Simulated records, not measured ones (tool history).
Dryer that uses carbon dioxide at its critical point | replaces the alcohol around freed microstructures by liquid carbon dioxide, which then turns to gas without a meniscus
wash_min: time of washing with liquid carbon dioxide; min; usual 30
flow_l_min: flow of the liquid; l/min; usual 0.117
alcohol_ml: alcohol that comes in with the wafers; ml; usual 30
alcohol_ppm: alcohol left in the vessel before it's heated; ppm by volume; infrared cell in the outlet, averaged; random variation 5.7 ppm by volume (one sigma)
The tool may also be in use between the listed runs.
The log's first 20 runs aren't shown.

| run | hour | wash_min | flow_l_min | alcohol_ml | hours of work since the filter was changed | hours of work since the purifier's bed was changed | alcohol_ppm |
|---|---|---|---|---|---|---|---|
| 21 | 334.2 | 30 | 0.117 | 30 | 133 | 277 | 362 |
| 22 | 354.8 | 46 | 0.135 | 84 | 142 | 286 | 61 |
| 23 | 366.8 | 30 | 0.117 | 102 | 147 | 291 | 1160 |
| 24 | 388.8 | 33 | 0.085 | 35 | 156 | 300 | 1267 |
| 25 | 399.7 | 33 | 0.085 | 35 | 161 | 305 | 1230 |
| 26 | 419.8 | 21 | 0.085 | 30 | 169 | 313 | 4569 |
| 27 | 431.3 | 28 | 0.153 | 23 | 174 | 318 | 139 |
|  | 448.2 | inlet filter changed |
| 28 | 449.5 | 28 | 0.153 | 23 | 1 | 325 | 87 |
| 29 | 467.8 | 25 | 0.124 | 56 | 8 | 333 | 751 |
| 30 | 485.3 | 25 | 0.124 | 56 | 16 | 340 | 732 |
| 31 | 505.1 | 22 | 0.117 | 44 | 24 | 348 | 1404 |
| 32 | 521.8 | 22 | 0.117 | 44 | 31 | 356 | 1419 |
| 33 | 543.7 | 22 | 0.072 | 81 | 40 | 365 | 13514 |
| 34 | 563.9 | 34 | 0.079 | 38 | 49 | 373 | 1179 |
| 35 | 582.3 | 34 | 0.082 | 38 | 56 | 381 | 1032 |
| 36 | 602.8 | 41 | 0.117 | 63 | 65 | 390 | 122 |
| 37 | 621.2 | 35 | 0.095 | 30 | 73 | 397 | 393 |
| 38 | 631.9 | 35 | 0.095 | 30 | 77 | 402 | 407 |
| 39 | 647.9 | 32 | 0.117 | 36 | 84 | 409 | 284 |
| 40 | 670.5 | 32 | 0.07 | 30 | 94 | 418 | 2117 |
| 41 | 690.5 | 30 | 0.183 | 30 | 102 | 427 | 88 |

Forecast each of these 3 alternatives for the next run:
| A | 702.5 | 30 | 0.193 | 22 | 107 | 432 | ? |
| B | 702.5 | 30 | 0.184 | 30 | 107 | 432 | ? |
| C | 702.5 | 30 | 0.144 | 102 | 107 | 432 | ? |

| run | alcohol_ppm |
|---|---|
| A | 67 |
| B | 82 |
| C | 330 |
Without the tool's hidden state the same runs would have given:
| run | alcohol_ppm |
|---|---|
| A | 2 |
| B | 14 |
| C | 159 |
